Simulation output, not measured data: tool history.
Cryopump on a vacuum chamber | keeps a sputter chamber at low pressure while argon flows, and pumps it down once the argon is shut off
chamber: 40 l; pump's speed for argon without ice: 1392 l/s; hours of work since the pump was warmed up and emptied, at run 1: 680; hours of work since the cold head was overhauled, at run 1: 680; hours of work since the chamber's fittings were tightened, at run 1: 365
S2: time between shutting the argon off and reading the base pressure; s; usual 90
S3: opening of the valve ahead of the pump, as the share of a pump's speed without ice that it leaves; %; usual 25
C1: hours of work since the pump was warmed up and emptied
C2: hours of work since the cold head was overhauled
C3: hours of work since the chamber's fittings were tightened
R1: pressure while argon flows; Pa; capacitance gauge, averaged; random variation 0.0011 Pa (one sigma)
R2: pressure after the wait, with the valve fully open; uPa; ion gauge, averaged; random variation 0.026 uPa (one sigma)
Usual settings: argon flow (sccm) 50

Run 1, hour 0: usual settings; C1 680; C2 680; C3 365. Result: R1 0.2597 Pa, R2 1.49 uPa.
Run 2, hour 16.2: usual settings; C1 694; C2 694; C3 379. Result: R1 0.2598 Pa, R2 1.49 uPa.
Run 3, hour 30.7: usual settings but argon flow (sccm) 21; C1 706; C2 706; C3 391. Result: R1 0.1106 Pa, R2 1.42 uPa.
Run 4, hour 46.6: usual settings but argon flow (sccm) 21; C1 720; C2 720; C3 404. Result: R1 0.109 Pa, R2 1.52 uPa.
Run 5, hour 56.8: usual settings; C1 729; C2 729; C3 413. Result: R1 0.2591 Pa, R2 1.52 uPa.
Run 6, hour 65.6: usual settings; C1 736; C2 736; C3 421. Result: R1 0.2617 Pa, R2 1.52 uPa.
Run 7, hour 74.6: usual settings but argon flow (sccm) 44; C1 744; C2 744; C3 428. Result: R1 0.2284 Pa, R2 1.6 uPa.
Run 8, hour 93.2: usual settings but argon flow (sccm) 44; C1 760; C2 760; C3 444. Result: R1 0.2306 Pa, R2 1.61 uPa.
Run 9, hour 109.1: usual settings; C1 773; C2 773; C3 458. Result: R1 0.2632 Pa, R2 1.54 uPa.
Run 10, hour 124: usual settings but S3 52 %; C1 786; C2 786; C3 471. Result: R1 0.1366 Pa, R2 1.64 uPa.
Run 11, hour 135.3: usual settings but S3 52 %; C1 796; C2 796; C3 480. Result: R1 0.1376 Pa, R2 1.6 uPa.
Run 12, hour 149.3: usual settings but S3 52 %; C1 807; C2 807; C3 492. Result: R1 0.1382 Pa, R2 1.68 uPa.
Run 13, hour 166.2: usual settings but argon flow (sccm) 34, S2 42 s, S3 42 %; C1 822; C2 822; C3 507. Result: R1 0.1128 Pa, R2 2.66 uPa.
At hour 182.8: pump warmed up, emptied and cooled again.
Run 14, hour 188.1: usual settings but argon flow (sccm) 40, S2 42 s, S3 35 %; C1 5; C2 836; C3 521. Result: R1 0.14 Pa, R2 2.51 uPa.
Run 15, hour 199: usual settings but argon flow (sccm) 41, S2 85 s, S3 38 %; C1 14; C2 846; C3 530. Result: R1 0.1312 Pa, R2 1.52 uPa.
Run 16, hour 216: usual settings but S2 182 s, S3 20 %; C1 28; C2 860; C3 545. Result: R1 0.3034 Pa, R2 1.03 uPa.
Run 17, hour 229.7: usual settings but S2 59 s, S3 33 %; C1 40; C2 872; C3 557. Result: R1 0.1873 Pa, R2 1.96 uPa.
Run 18, hour 239.1: usual settings but S2 59 s, S3 33 %; C1 48; C2 880; C3 565. Result: R1 0.1872 Pa, R2 1.94 uPa.
Run 19, hour 248.5: usual settings but S2 59 s, S3 33 %; C1 56; C2 888; C3 573. Result: R1 0.1856 Pa, R2 2.04 uPa.
Run 20, hour 265.2: usual settings but argon flow (sccm) 60, S2 22 s, S3 16 %; C1 70; C2 902; C3 587. Result: R1 0.4568 Pa, R2 4.21 uPa.
Run 21, hour 280.6: usual settings but argon flow (sccm) 60, S2 22 s, S3 16 %; C1 84; C2 915; C3 600. Result: R1 0.4547 Pa, R2 4.19 uPa.
Run 22, hour 296: usual settings but argon flow (sccm) 65, S2 108 s, S3 31 %; C1 97; C2 928; C3 613. Result: R1 0.2581 Pa, R2 1.41 uPa.
Run 23, hour 307.6: usual settings but argon flow (sccm) 65, S2 108 s, S3 31 %; C1 107; C2 938; C3 623. Result: R1 0.259 Pa, R2 1.43 uPa.
Run 24, hour 321.5: usual settings but argon flow (sccm) 86; C1 118; C2 950; C3 635. Result: R1 0.4233 Pa, R2 1.5 uPa.

4 ways to go on from here, each from the tool as it stands after run 24. What would each give?
Run A, hour 339.5: usual settings but S2 84 s; C1 134; C2 966; C3 650. Result: R1 ?, R2 ?.
Run B, hour 339.5: usual settings but argon flow (sccm) 79, S2 102 s, S3 28 %; C1 134; C2 966; C3 650. Result: R1 ?, R2 ?.
Run C, hour 339.5: usual settings but argon flow (sccm) 25, S2 215 s, S3 40 %; C1 134; C2 966; C3 650. Result: R1 ?, R2 ?.
Run D, hour 339.5: usual settings but argon flow (sccm) 86, S3 30 %; C1 134; C2 966; C3 650. Result: R1 ?, R2 ?.

run      R1    R2
  A  0.2473  1.66
  B  0.3489  1.49
  C  0.0773  1.04
  D   0.356  1.56
Without the tool's hidden state the same runs would have given:
run      R1    R2
  A  0.2439  1.19
  B  0.3435  1.03
  C  0.0756  0.57
  D    0.35   1.1

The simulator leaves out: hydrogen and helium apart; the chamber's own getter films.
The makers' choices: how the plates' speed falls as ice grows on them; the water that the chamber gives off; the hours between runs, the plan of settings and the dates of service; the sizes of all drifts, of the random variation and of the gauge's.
